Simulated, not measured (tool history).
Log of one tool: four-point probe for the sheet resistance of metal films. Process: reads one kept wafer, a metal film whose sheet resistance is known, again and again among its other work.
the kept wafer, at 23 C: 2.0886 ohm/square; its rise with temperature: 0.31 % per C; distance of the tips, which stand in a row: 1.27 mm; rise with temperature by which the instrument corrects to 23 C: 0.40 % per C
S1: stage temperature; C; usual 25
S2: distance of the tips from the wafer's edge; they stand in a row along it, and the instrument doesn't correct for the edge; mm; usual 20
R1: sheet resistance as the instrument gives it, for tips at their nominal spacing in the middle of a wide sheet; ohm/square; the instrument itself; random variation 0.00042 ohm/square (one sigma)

run 1 hour=0 | S1=25 S2=20 | R1=2.093237
run 2 hour=22.8 | S1=32 S2=20 | R1=2.079938
run 3 hour=63.6 | S1=32 S2=64 | R1=2.076183
run 4 hour=84 | S1=32 S2=64 | R1=2.075976
run 5 hour=120.4 | S1=32 S2=64 | R1=2.077237
run 6 hour=142.7 | S1=32 S2=64 | R1=2.07678
run 7 hour=181.3 | S1=32 S2=64 | R1=2.076734
run 8 hour=218.6 | S1=25 S2=20 | R1=2.094462
run 9 hour=256.8 | S1=25 S2=20 | R1=2.095034
run 10 hour=281.3 | S1=25 S2=20 | R1=2.095745
run 11 hour=298.6 | S1=25 S2=20 | R1=2.095147
run 12 hour=335.1 | S1=25 S2=20 | R1=2.096117
run 13 hour=371.9 | S1=25 S2=20 | R1=2.095797
run 14 hour=409.1 | S1=25 S2=20 | R1=2.096188
run 15 hour=441.8 | S1=25 S2=20 | R1=2.096696
run 16 hour=463.7 | S1=25 S2=20 | R1=2.097184
run 17 hour=482.9 | S1=25 S2=20 | R1=2.096909
run 18 hour=502.3 | S1=25 S2=20 | R1=2.096944
run 19 hour=522.3 | S1=25 S2=20 | R1=2.09754
run 20 hour=544.4 | S1=25 S2=20 | R1=2.097149
run 21 hour=580.4 | S1=32 S2=20 | R1=2.084486
run 22 hour=601.4 | S1=32 S2=20 | R1=2.084595
run 23 hour=639.8 | S1=18 S2=20 | R1=2.112635
run 24 hour=669.3 | S1=24 S2=60 | R1=2.09731
-- hour=673.7 stage's thermometer calibrated
run 25 hour=703.1 | S1=24 S2=60 | R1=2.097059
run 26 hour=720.7 | S1=22 S2=23 | R1=2.104123
run 27 hour=763.1 | S1=24 S2=13 | R1=2.107895
run 28 hour=786.2 | S1=24 S2=13 | R1=2.107662
-- hour=805.3 stage's thermometer calibrated, once more
run 29 hour=817.9 | S1=21 S2=10 | R1=2.120351
run 30 hour=850.7 | S1=21 S2=10 | R1=2.120647
run 31 hour=868.1 | S1=25 S2=14 | R1=2.103554
run 32 hour=899.2 | S1=25 S2=14 | R1=2.104492

Forecast run 33:
run 33 hour=933.8 | S1=18 S2=9 | R1=?

{"run 33": {"R1": 2.132269}}
Without the tool's hidden state the same run would have given R1 2.121339 ohm/square.
